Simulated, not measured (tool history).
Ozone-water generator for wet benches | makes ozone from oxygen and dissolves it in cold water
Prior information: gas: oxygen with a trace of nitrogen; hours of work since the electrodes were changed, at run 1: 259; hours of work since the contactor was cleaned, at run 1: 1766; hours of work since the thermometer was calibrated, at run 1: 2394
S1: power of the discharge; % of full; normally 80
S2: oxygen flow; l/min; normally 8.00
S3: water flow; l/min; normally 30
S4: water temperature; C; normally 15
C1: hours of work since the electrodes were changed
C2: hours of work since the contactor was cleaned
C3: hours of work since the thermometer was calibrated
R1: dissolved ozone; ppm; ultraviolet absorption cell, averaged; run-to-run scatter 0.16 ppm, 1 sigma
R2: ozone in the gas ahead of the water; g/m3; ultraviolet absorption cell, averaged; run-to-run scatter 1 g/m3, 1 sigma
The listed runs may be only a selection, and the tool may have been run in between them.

run 1 day=0.000 | S1=80 S2=8.00 S3=30 S4=15 | C1=259 C2=1766 C3=2394 | R1=19.1 R2=176.7
run 2 day=0.608 | S1=80 S2=8.00 S3=30 S4=9 | C1=268 C2=1775 C3=2403 | R1=20.9 R2=174.8
run 3 day=1.421 | S1=80 S2=8.00 S3=30 S4=9 | C1=280 C2=1787 C3=2415 | R1=20.8 R2=175.7
run 4 day=2.617 | S1=80 S2=8.00 S3=30 S4=15 | C1=297 C2=1804 C3=2433 | R1=19.4 R2=176.5
run 5 day=3.200 | S1=80 S2=8.00 S3=30 S4=15 | C1=306 C2=1813 C3=2441 | R1=19.3 R2=175.8
-- day=3.454 contactor cleaned
run 6 day=4.454 | S1=80 S2=8.00 S3=47 S4=15 | C1=322 C2=15 C3=2457 | R1=11.8 R2=175.6
run 7 day=5.142 | S1=80 S2=8.00 S3=30 S4=17 | C1=332 C2=25 C3=2467 | R1=18.5 R2=175.8
run 8 day=6.371 | S1=80 S2=12.96 S3=30 S4=17 | C1=350 C2=43 C3=2485 | R1=18.6 R2=135.7
run 9 day=7.338 | S1=41 S2=12.32 S3=30 S4=10 | C1=364 C2=57 C3=2499 | R1=14.4 R2=96.9
run 10 day=8.600 | S1=44 S2=6.68 S3=27 S4=23 | C1=382 C2=75 C3=2517 | R1=13.8 R2=139.3
-- day=9.896 contactor cleaned, once more
run 11 day=9.938 | S1=44 S2=6.68 S3=27 S4=23 | C1=399 C2=1 C3=2534 | R1=14.1 R2=139.0
run 12 day=11.250 | S1=43 S2=8.00 S3=30 S4=12 | C1=418 C2=20 C3=2553 | R1=14.5 R2=124.4
run 13 day=12.433 | S1=84 S2=10.16 S3=20 S4=13 | C1=436 C2=37 C3=2571 | R1=28.6 R2=158.0
run 14 day=13.146 | S1=84 S2=10.16 S3=20 S4=13 | C1=446 C2=47 C3=2581 | R1=28.6 R2=157.8
run 15 day=13.788 | S1=84 S2=4.04 S3=20 S4=15 | C1=455 C2=57 C3=2590 | R1=27.6 R2=252.7
run 16 day=14.938 | S1=80 S2=5.90 S3=30 S4=11 | C1=472 C2=73 C3=2607 | R1=20.0 R2=205.0

Each row is a separate what-if for the run after 16, all from the same tool condition, not one after another. Results?
run A day=16.175 | S1=80 S2=8.00 S3=30 S4=16 | C1=490 C2=91 C3=2625 | R1=? R2=?
run B day=16.175 | S1=76 S2=7.12 S3=30 S4=16 | C1=490 C2=91 C3=2625 | R1=? R2=?
run C day=16.175 | S1=80 S2=5.90 S3=47 S4=11 | C1=490 C2=91 C3=2625 | R1=? R2=?

run=A R1=19.1 R2=175.6
run=B R1=18.7 R2=179.9
run=C R1=11.9 R2=205.4
What these runs would have given with no unlogged condition in the tool:
run=A R1=19.5 R2=178.4
run=B R1=19.1 R2=182.6
run=C R1=12.2 R2=208.6
